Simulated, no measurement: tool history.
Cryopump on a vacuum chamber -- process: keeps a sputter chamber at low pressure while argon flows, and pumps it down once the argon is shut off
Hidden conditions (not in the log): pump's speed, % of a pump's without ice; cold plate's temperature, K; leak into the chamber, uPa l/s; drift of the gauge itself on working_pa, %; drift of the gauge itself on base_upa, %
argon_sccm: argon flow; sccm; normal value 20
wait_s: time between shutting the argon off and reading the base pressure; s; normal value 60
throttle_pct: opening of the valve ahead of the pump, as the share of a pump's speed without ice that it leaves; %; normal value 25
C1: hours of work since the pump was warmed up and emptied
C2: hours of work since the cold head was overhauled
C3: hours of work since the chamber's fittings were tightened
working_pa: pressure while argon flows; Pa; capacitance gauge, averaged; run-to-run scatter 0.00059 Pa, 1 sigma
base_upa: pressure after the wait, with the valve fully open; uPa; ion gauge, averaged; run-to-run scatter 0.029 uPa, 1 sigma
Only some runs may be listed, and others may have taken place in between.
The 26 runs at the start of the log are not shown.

{"run": 27, "hour": 1157.8, "argon_sccm": 11, "wait_s": 241, "throttle_pct": 41, "C1": 247, "C2": 2134, "C3": 337, "working_pa": 0.026, "base_upa": 0.61}
{"run": 28, "hour": 1192.4, "argon_sccm": 11, "wait_s": 241, "throttle_pct": 41, "C1": 271, "C2": 2158, "C3": 361, "working_pa": 0.0267, "base_upa": 0.62}
{"run": 29, "hour": 1223.4, "argon_sccm": 20, "wait_s": 120, "throttle_pct": 25, "C1": 292, "C2": 2180, "C3": 383, "working_pa": 0.0791, "base_upa": 0.93}
{"run": 30, "hour": 1277.5, "argon_sccm": 20, "wait_s": 120, "throttle_pct": 25, "C1": 330, "C2": 2217, "C3": 421, "working_pa": 0.0804, "base_upa": 0.96}
{"run": 31, "hour": 1331.2, "argon_sccm": 32, "wait_s": 159, "throttle_pct": 47, "C1": 367, "C2": 2254, "C3": 458, "working_pa": 0.0698, "base_upa": 0.82}
{"run": 32, "hour": 1366.6, "argon_sccm": 32, "wait_s": 159, "throttle_pct": 47, "C1": 392, "C2": 2279, "C3": 482, "working_pa": 0.0707, "base_upa": 0.85}
{"run": 33, "hour": 1428.4, "argon_sccm": 32, "wait_s": 71, "throttle_pct": 35, "C1": 434, "C2": 2322, "C3": 525, "working_pa": 0.0935, "base_upa": 1.4}
{"run": 34, "hour": 1468.0, "argon_sccm": 11, "wait_s": 240, "throttle_pct": 31, "C1": 462, "C2": 2349, "C3": 553, "working_pa": 0.037, "base_upa": 0.69}

Below are 4 alternative next runs, each starting from the tool's condition after run 34. Predict each:
{"run": "A", "hour": 1522.3, "argon_sccm": 29, "wait_s": 207, "throttle_pct": 31, "C1": 500, "C2": 2387, "C3": 590, "working_pa": "?", "base_upa": "?"}
{"run": "B", "hour": 1522.3, "argon_sccm": 11, "wait_s": 24, "throttle_pct": 31, "C1": 500, "C2": 2387, "C3": 590, "working_pa": "?", "base_upa": "?"}
{"run": "C", "hour": 1522.3, "argon_sccm": 16, "wait_s": 237, "throttle_pct": 31, "C1": 500, "C2": 2387, "C3": 590, "working_pa": "?", "base_upa": "?"}
{"run": "D", "hour": 1522.3, "argon_sccm": 19, "wait_s": 240, "throttle_pct": 31, "C1": 500, "C2": 2387, "C3": 590, "working_pa": "?", "base_upa": "?"}

run=A working_pa=0.0959 base_upa=0.79
run=B working_pa=0.0354 base_upa=3.45
run=C working_pa=0.0532 base_upa=0.75
run=D working_pa=0.0622 base_upa=0.75
Stripped of hidden state, with their random variation kept, the same runs would have yielded:
run=A working_pa=0.0903 base_upa=0.53
run=B working_pa=0.0332 base_upa=3.18
run=C working_pa=0.0501 base_upa=0.49
run=D working_pa=0.0584 base_upa=0.48
